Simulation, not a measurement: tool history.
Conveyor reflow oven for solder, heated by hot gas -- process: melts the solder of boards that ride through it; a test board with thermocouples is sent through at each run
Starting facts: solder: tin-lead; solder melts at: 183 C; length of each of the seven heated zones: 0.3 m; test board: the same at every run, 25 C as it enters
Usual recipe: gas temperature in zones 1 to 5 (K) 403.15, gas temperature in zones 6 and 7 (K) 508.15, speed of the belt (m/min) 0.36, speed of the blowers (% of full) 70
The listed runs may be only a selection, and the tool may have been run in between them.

run,hour,gas temperature in zones 1 to 5 (K),gas temperature in zones 6 and 7 (K),speed of the belt (m/min),speed of the blowers (% of full),highest temperature of the board (K),time above the solder's melting point (s)
1,0,403.15,508.15,0.36,70,495.85,79.5
2,37.6,403.15,508.15,0.36,70,495.65,79
3,61.4,403.15,508.15,0.36,70,496.15,79.2
4,80.2,403.15,508.15,0.36,70,496.25,79
5,111.6,403.15,508.15,0.36,70,495.85,79
6,155.1,415.15,508.15,0.36,70,496.85,84.8
7,185.1,415.15,508.15,0.36,70,497.15,85
8,229.6,415.15,508.15,0.36,70,496.45,84.7
9,259.2,403.15,508.15,0.36,55,492.85,76.4
10,278.2,403.15,508.15,0.36,55,493.45,76.1
# hour 285.8: flux residue cleaned out of gas plates and filters
11,323.5,403.15,508.15,0.36,55,494.55,77.5
12,359.8,403.15,508.15,0.36,55,493.95,77.5
13,382.2,389.15,512.15,0.36,64,497.65,75.3
14,402.6,389.15,512.15,0.36,64,497.85,75.1
15,421,389.15,512.15,0.36,64,496.45,74.9
16,456.4,406.15,512.15,0.36,82,501.15,84.8
17,479.6,404.15,510.15,0.389,68,495.15,72.7
18,520.2,404.15,510.15,0.389,68,495.15,72.9
19,551.8,415.15,497.15,0.308,77,490.45,95.8
20,582.5,418.15,517.15,0.349,56,504.25,95
21,613,402.15,508.15,0.369,70,494.25,75.6
22,636.8,403.15,502.15,0.36,70,488.55,73.7
23,655.9,399.15,508.15,0.36,70,494.85,76.8

What if the next run were any one of these 4? Each begins from the tool's condition after run 23:
# hour 673.3: flux residue cleaned out of gas plates and filters
A,699.1,403.15,519.15,0.392,70,?,?
# hour 673.3: flux residue cleaned out of gas plates and filters
B,699.1,403.15,520.15,0.326,70,?,?
# hour 673.3: flux residue cleaned out of gas plates and filters
C,699.1,399.15,520.15,0.35,53,?,?
# hour 673.3: flux residue cleaned out of gas plates and filters
D,699.1,399.15,512.15,0.36,70,?,?

run,highest temperature of the board (K),time above the solder's melting point (s)
A,503.35,78.5
B,509.95,99.6
C,505.35,88.6
D,499.05,81.1
Without the tool's unlogged condition, the same runs would have read:
run,highest temperature of the board (K),time above the solder's melting point (s)
A,504.65,78
B,511.45,98.7
C,506.65,88
D,500.45,80.6
